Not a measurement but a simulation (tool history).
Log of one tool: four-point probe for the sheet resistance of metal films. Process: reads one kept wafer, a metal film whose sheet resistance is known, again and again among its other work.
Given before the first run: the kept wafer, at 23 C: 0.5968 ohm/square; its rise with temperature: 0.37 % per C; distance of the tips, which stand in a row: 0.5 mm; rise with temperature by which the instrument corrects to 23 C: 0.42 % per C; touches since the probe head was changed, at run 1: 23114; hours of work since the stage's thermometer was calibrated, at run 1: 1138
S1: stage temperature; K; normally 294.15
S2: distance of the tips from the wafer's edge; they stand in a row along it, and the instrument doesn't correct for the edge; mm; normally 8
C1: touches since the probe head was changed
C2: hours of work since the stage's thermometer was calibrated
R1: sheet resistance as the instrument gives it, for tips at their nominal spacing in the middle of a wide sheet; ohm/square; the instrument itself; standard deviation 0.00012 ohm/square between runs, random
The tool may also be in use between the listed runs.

{"run": 1, "day": 0.0, "S1": 294.15, "S2": 8, "C1": 23114, "C2": 1138, "R1": 0.600145}
{"run": 2, "day": 1.792, "S1": 294.15, "S2": 8, "C1": 24123, "C2": 1163, "R1": 0.600163}
{"run": 3, "day": 3.571, "S1": 294.15, "S2": 8, "C1": 25124, "C2": 1188, "R1": 0.600128}
{"run": 4, "day": 4.846, "S1": 294.15, "S2": 8, "C1": 25840, "C2": 1206, "R1": 0.599954}
{"run": 5, "day": 6.517, "S1": 294.15, "S2": 8, "C1": 26780, "C2": 1230, "R1": 0.599998}
{"run": 6, "day": 7.712, "S1": 294.15, "S2": 8, "C1": 27455, "C2": 1247, "R1": 0.599912}
{"run": 7, "day": 9.275, "S1": 294.15, "S2": 8, "C1": 28333, "C2": 1269, "R1": 0.599927}
{"run": 8, "day": 11.467, "S1": 294.15, "S2": 8, "C1": 29566, "C2": 1301, "R1": 0.599736}
{"run": 9, "day": 13.067, "S1": 294.15, "S2": 8, "C1": 30466, "C2": 1323, "R1": 0.599932}
{"run": 10, "day": 15.188, "S1": 294.15, "S2": 8, "C1": 31661, "C2": 1353, "R1": 0.599845}
{"run": 11, "day": 16.988, "S1": 294.15, "S2": 8, "C1": 32672, "C2": 1379, "R1": 0.599779}
{"run": 12, "day": 18.871, "S1": 294.15, "S2": 8, "C1": 33733, "C2": 1406, "R1": 0.599597}
{"run": 13, "day": 21.175, "S1": 294.15, "S2": 8, "C1": 35029, "C2": 1439, "R1": 0.599649}
{"day": 22.629, "done": "stage's thermometer calibrated"}
{"run": 14, "day": 22.996, "S1": 294.15, "S2": 8, "C1": 36042, "C2": 5, "R1": 0.599934}
{"run": 15, "day": 24.2, "S1": 294.15, "S2": 8, "C1": 36720, "C2": 22, "R1": 0.599962}
{"run": 16, "day": 25.717, "S1": 298.15, "S2": 8, "C1": 37574, "C2": 44, "R1": 0.598663}
{"run": 17, "day": 27.262, "S1": 298.15, "S2": 8, "C1": 38443, "C2": 66, "R1": 0.598624}
{"run": 18, "day": 29.167, "S1": 298.15, "S2": 8, "C1": 39515, "C2": 93, "R1": 0.598544}
{"run": 19, "day": 31.471, "S1": 298.15, "S2": 8, "C1": 40812, "C2": 126, "R1": 0.598329}

What will run 20 give?
{"run": 20, "day": 33.6, "S1": 298.15, "S2": 8, "C1": 42011, "C2": 156, "R1": "?"}

{"run 20": {"R1": 0.598321}}
The same run, on a tool lacking any hidden state, would have yielded R1 0.597391 ohm/square.

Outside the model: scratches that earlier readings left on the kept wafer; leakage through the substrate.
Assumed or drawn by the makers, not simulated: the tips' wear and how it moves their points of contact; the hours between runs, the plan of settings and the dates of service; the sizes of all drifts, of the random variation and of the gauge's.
